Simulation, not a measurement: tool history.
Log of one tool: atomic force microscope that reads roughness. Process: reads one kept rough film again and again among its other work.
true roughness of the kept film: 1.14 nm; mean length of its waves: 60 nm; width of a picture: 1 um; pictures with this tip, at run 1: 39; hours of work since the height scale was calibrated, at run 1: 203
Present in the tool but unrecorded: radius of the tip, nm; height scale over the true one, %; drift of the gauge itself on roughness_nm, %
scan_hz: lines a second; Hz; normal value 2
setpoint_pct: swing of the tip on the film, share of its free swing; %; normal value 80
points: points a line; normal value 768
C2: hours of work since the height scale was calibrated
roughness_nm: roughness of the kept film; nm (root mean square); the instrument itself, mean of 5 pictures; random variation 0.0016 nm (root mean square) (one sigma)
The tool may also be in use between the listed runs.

run 1 day=0 | scan_hz=2 setpoint_pct=80 points=768 | pictures_with_this_tip=39 C2=203 | roughness_nm=0.957
run 2 day=0.7 | scan_hz=2 setpoint_pct=80 points=768 | pictures_with_this_tip=54 C2=211 | roughness_nm=0.955
run 3 day=1.208 | scan_hz=2 setpoint_pct=80 points=768 | pictures_with_this_tip=64 C2=216 | roughness_nm=0.956
run 4 day=1.967 | scan_hz=2 setpoint_pct=80 points=644 | pictures_with_this_tip=80 C2=224 | roughness_nm=0.954
run 5 day=2.496 | scan_hz=2 setpoint_pct=80 points=644 | pictures_with_this_tip=91 C2=230 | roughness_nm=0.955
run 6 day=3.088 | scan_hz=2 setpoint_pct=80 points=644 | pictures_with_this_tip=103 C2=236 | roughness_nm=0.958
run 7 day=3.658 | scan_hz=2 setpoint_pct=80 points=644 | pictures_with_this_tip=115 C2=242 | roughness_nm=0.954
run 8 day=4.504 | scan_hz=2 setpoint_pct=80 points=768 | pictures_with_this_tip=133 C2=251 | roughness_nm=0.956
run 9 day=5.238 | scan_hz=2 setpoint_pct=80 points=768 | pictures_with_this_tip=148 C2=259 | roughness_nm=0.954
run 10 day=5.625 | scan_hz=2.8 setpoint_pct=80 points=768 | pictures_with_this_tip=156 C2=263 | roughness_nm=0.898
run 11 day=6.338 | scan_hz=2.8 setpoint_pct=80 points=768 | pictures_with_this_tip=171 C2=271 | roughness_nm=0.901
run 12 day=6.962 | scan_hz=2 setpoint_pct=77 points=768 | pictures_with_this_tip=184 C2=277 | roughness_nm=0.976
run 13 day=7.617 | scan_hz=2 setpoint_pct=77 points=768 | pictures_with_this_tip=198 C2=284 | roughness_nm=0.977
run 14 day=8.354 | scan_hz=2 setpoint_pct=77 points=768 | pictures_with_this_tip=213 C2=292 | roughness_nm=0.975
run 15 day=8.712 | scan_hz=3.78 setpoint_pct=85 points=470 | pictures_with_this_tip=221 C2=296 | roughness_nm=0.785
run 16 day=9.217 | scan_hz=1.9 setpoint_pct=56 points=282 | pictures_with_this_tip=231 C2=301 | roughness_nm=1.085
run 17 day=9.862 | scan_hz=1.9 setpoint_pct=56 points=282 | pictures_with_this_tip=244 C2=308 | roughness_nm=1.085
run 18 day=10.283 | scan_hz=1.9 setpoint_pct=56 points=282 | pictures_with_this_tip=253 C2=312 | roughness_nm=1.082
run 19 day=10.662 | scan_hz=2 setpoint_pct=60 points=625 | pictures_with_this_tip=261 C2=316 | roughness_nm=1.069
run 20 day=11.317 | scan_hz=1.45 setpoint_pct=71 points=625 | pictures_with_this_tip=275 C2=323 | roughness_nm=1.046
run 21 day=12.05 | scan_hz=1.37 setpoint_pct=88 points=310 | pictures_with_this_tip=290 C2=331 | roughness_nm=0.952
run 22 day=12.6 | scan_hz=1.37 setpoint_pct=88 points=310 | pictures_with_this_tip=302 C2=337 | roughness_nm=0.95
run 23 day=13.267 | scan_hz=1.93 setpoint_pct=88 points=373 | pictures_with_this_tip=315 C2=344 | roughness_nm=0.896
run 24 day=14.15 | scan_hz=1.93 setpoint_pct=88 points=373 | pictures_with_this_tip=334 C2=353 | roughness_nm=0.896
-- day=14.642 new tip fitted
run 25 day=14.888 | scan_hz=1.93 setpoint_pct=88 points=373 | pictures_with_this_tip=5 C2=361 | roughness_nm=0.894
run 26 day=15.775 | scan_hz=3.07 setpoint_pct=88 points=373 | pictures_with_this_tip=23 C2=370 | roughness_nm=0.8
run 27 day=16.346 | scan_hz=2 setpoint_pct=72 points=654 | pictures_with_this_tip=35 C2=376 | roughness_nm=1.008

Forecast each of these 3 alternatives for the next run:
run A day=16.842 | scan_hz=2.01 setpoint_pct=79 points=597 | pictures_with_this_tip=46 C2=381 | roughness_nm=?
run B day=16.842 | scan_hz=1.33 setpoint_pct=58 points=288 | pictures_with_this_tip=46 C2=381 | roughness_nm=?
run C day=16.842 | scan_hz=1.72 setpoint_pct=85 points=768 | pictures_with_this_tip=46 C2=381 | roughness_nm=?

run=A roughness_nm=0.961
run=B roughness_nm=1.094
run=C roughness_nm=0.942
Had the tool no hidden state, the same runs would have come out as:
run=A roughness_nm=0.96
run=B roughness_nm=1.093
run=C roughness_nm=0.941
